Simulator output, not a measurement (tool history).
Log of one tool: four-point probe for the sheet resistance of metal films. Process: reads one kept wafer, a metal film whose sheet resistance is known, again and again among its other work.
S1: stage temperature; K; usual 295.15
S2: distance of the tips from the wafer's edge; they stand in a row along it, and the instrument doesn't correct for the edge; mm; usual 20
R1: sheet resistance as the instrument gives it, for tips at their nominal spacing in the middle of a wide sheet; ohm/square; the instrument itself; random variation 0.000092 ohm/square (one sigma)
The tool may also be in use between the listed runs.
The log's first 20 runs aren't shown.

run,day,S1,S2,R1
21,32.962,295.15,20,0.4565
22,35.162,295.15,20,0.45643
23,37.312,295.15,19,0.45644
24,39.483,295.15,19,0.456296
25,41.058,295.15,19,0.456211
26,43.075,295.15,19,0.456216
# day 45.217: stage's thermometer calibrated
27,45.217,295.15,19,0.45676
28,47.433,302.15,29,0.457413
29,49.446,301.15,20,0.457588
30,50.562,292.15,17,0.456416
31,51.712,294.15,39,0.455518
32,53.904,292.15,4,0.478343
33,55.638,292.15,4,0.47818
34,57.225,292.15,4,0.478015
35,58.854,304.15,3,0.496803
36,61.112,298.15,7,0.463954
37,62.142,298.15,7,0.463834
38,63.304,298.15,7,0.463602
39,64.388,308.15,17,0.458639
40,66.425,293.15,6,0.46546
41,67.533,293.15,6,0.465332

Run 42 comes next. What will it give?
42,69.092,293.15,6,?

Run 42 gave R1 0.465553 ohm/square.
Without the tool's hidden state the same run would have given R1 0.469647 ohm/square.
